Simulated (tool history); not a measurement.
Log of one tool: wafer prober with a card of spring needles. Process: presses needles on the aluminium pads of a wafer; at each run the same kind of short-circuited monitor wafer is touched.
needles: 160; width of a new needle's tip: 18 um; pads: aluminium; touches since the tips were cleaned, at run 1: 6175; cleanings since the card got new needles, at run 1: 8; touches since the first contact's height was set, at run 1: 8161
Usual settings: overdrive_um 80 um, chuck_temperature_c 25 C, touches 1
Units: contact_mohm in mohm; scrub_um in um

run	hour	overdrive_um	chuck_temperature_c	touches	touches since the tips were cleaned	cleanings since the card got new needles	touches since the first contact's height was set	contact_mohm	scrub_um
1	0	80	25	1	6175	8	8161	136	15.68
# hour 7.4: tips cleaned on abrasive film
2	7.4	80	25	1	0	9	10071	135	15.69
3	17.1	80	25	1	2544	9	12615	135	15.68
4	24.4	80	25	2	4477	9	14548	133	15.69
5	30.3	80	25	2	6033	9	16104	134	15.69
# hour 38.1: tips cleaned on abrasive film
6	44.5	80	25	2	1663	10	19792	132	15.67
7	52.7	70	102	2	3832	10	21961	147	13.71
8	65	67	120	2	7054	10	25183	153	13.12
# hour 69.2: tips cleaned on abrasive film
9	71	67	120	2	480	11	26746	155	13.12
10	78.4	76	120	1	2417	11	28683	149	14.88
11	92.4	76	120	1	6090	11	32356	152	14.88
# hour 100: tips cleaned on abrasive film
12	100.2	80	45	1	50	12	34391	136	15.68

3 ways to go on from here, each from the tool as it stands after run 12. What would each give?
A	110.9	99	45	1	2853	12	37194	?	?
B	110.9	63	45	2	2853	12	37194	?	?
C	110.9	67	111	2	2853	12	37194	?	?

run	contact_mohm	scrub_um
A	134	19.38
B	142	12.33
C	154	13.11
Without the tool's hidden state the same runs would have given:
run	contact_mohm	scrub_um
A	134	19.42
B	141	12.35
C	153	13.14
